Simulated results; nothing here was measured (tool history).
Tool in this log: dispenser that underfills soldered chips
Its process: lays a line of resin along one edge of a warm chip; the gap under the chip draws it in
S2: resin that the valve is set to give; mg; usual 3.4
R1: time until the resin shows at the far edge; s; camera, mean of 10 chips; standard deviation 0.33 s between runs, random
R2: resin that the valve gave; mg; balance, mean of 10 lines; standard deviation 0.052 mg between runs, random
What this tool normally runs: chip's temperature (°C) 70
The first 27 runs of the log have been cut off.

Run 28, day 6.15: usual settings but chip's temperature (°C) 60, S2 3.41 mg. Result: R1 36 s, R2 3.33 mg.
At day 6.188: new syringe of resin.
Run 29, day 6.358: usual settings but chip's temperature (°C) 60, S2 3.41 mg. Result: R1 30.8 s, R2 3.25 mg.
At day 6.529: new syringe of resin.
Run 30, day 6.633: usual settings but S2 3.76 mg. Result: R1 16.7 s, R2 3.67 mg.
At day 6.862: new syringe of resin.
Run 31, day 6.912: usual settings but chip's temperature (°C) 57, S2 4.07 mg. Result: R1 31.6 s, R2 3.96 mg.
Run 32, day 7.142: usual settings but chip's temperature (°C) 57, S2 4.07 mg. Result: R1 41.4 s, R2 3.94 mg.
At day 7.196: new syringe of resin.
Run 33, day 7.379: usual settings but chip's temperature (°C) 68, S2 3.2 mg. Result: R1 20.4 s, R2 3.12 mg.
At day 7.529: new syringe of resin.
Run 34, day 7.688: usual settings but chip's temperature (°C) 68, S2 4.34 mg. Result: R1 20.1 s, R2 4.17 mg.
Run 35, day 7.808: usual settings but chip's temperature (°C) 64, S2 4.34 mg. Result: R1 28.5 s, R2 4.17 mg.

Alternative continuations, all from the tool just after run 35; predict every row:
At day 7.883: new syringe of resin.
Run A, day 7.958: usual settings but S2 3.76 mg. Result: R1 ?, R2 ?.
At day 7.883: new syringe of resin.
Run B, day 7.958: usual settings but chip's temperature (°C) 55, S2 3 mg. Result: R1 ?, R2 ?.
At day 7.883: new syringe of resin.
Run C, day 7.958: usual settings but chip's temperature (°C) 69, S2 3.86 mg. Result: R1 ?, R2 ?.

run    R1    R2
  A  17.3  3.64
  B  38.6  2.87
  C  18.2  3.76
Without the tool's hidden state the same runs would have given:
run    R1    R2
  A  14.3  3.76
  B  31.3  2.97
  C    15  3.89
